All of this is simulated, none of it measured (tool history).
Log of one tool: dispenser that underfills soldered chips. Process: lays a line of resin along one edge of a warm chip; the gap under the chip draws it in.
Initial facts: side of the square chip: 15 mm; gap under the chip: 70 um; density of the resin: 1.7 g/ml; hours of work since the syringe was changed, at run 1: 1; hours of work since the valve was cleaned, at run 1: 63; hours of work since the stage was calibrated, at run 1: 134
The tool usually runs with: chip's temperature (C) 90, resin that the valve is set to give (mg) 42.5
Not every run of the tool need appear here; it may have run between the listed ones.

| run | hour | chip's temperature (C) | resin that the valve is set to give (mg) | hours of work since the syringe was changed | hours of work since the valve was cleaned | hours of work since the stage was calibrated | time until the resin shows at the far edge (s) | resin that the valve gave (mg) |
|---|---|---|---|---|---|---|---|---|
| 1 | 0.0 | 90 | 42.5 | 1 | 63 | 134 | 120.6 | 40.99 |
| 2 | 4.2 | 90 | 42.5 | 4 | 66 | 137 | 137.5 | 40.77 |
|  | 5.7 | dispensing valve cleaned and set on the balance |
| 3 | 8.2 | 90 | 42.5 | 7 | 2 | 139 | 150.0 | 42.71 |
|  | 8.9 | new syringe of resin |
| 4 | 13.1 | 90 | 42.5 | 3 | 5 | 142 | 127.4 | 42.42 |
|  | 18.4 | new syringe of resin |
| 5 | 18.7 | 90 | 42.5 | 0 | 9 | 146 | 114.6 | 42.42 |
| 6 | 23.5 | 103 | 42.5 | 4 | 13 | 150 | 78.2 | 42.43 |
|  | 28.0 | new syringe of resin |
| 7 | 29.6 | 90 | 40.0 | 1 | 17 | 154 | 119.6 | 39.67 |
| 8 | 33.8 | 90 | 40.0 | 4 | 20 | 157 | 136.5 | 39.41 |
| 9 | 37.0 | 101 | 42.5 | 7 | 23 | 160 | 93.6 | 42.11 |
|  | 37.8 | new syringe of resin |
| 10 | 41.2 | 101 | 38.9 | 3 | 25 | 163 | 82.4 | 38.65 |
| 11 | 45.1 | 101 | 38.9 | 5 | 28 | 165 | 92.9 | 38.55 |
|  | 47.6 | new syringe of resin |
| 12 | 49.9 | 80 | 50.3 | 2 | 32 | 169 | 184.1 | 49.24 |
| 13 | 55.3 | 80 | 50.3 | 6 | 36 | 173 | 215.3 | 49.41 |
|  | 57.3 | new syringe of resin |
| 14 | 59.9 | 79 | 39.4 | 2 | 39 | 176 | 199.4 | 38.46 |

Predict each of these 4 candidate next runs independently; none follows another, all start after run 14:
| A | 63.2 | 94 | 39.4 | 4 | 41 | 178 | ? | ? |
| B | 63.2 | 102 | 54.9 | 4 | 41 | 178 | ? | ? |
| C | 63.2 | 102 | 43.2 | 4 | 41 | 178 | ? | ? |
| D | 63.2 | 101 | 39.4 | 4 | 41 | 178 | ? | ? |

| run | time until the resin shows at the far edge (s) | resin that the valve gave (mg) |
|---|---|---|
| A | 116.4 | 38.56 |
| B | 82.1 | 53.47 |
| C | 85.7 | 42.30 |
| D | 88.9 | 38.53 |
What these runs would have given with no unlogged condition in the tool:
| run | time until the resin shows at the far edge (s) | resin that the valve gave (mg) |
|---|---|---|
| A | 102.3 | 39.42 |
| B | 72.2 | 54.67 |
| C | 75.3 | 43.25 |
| D | 78.0 | 39.40 |
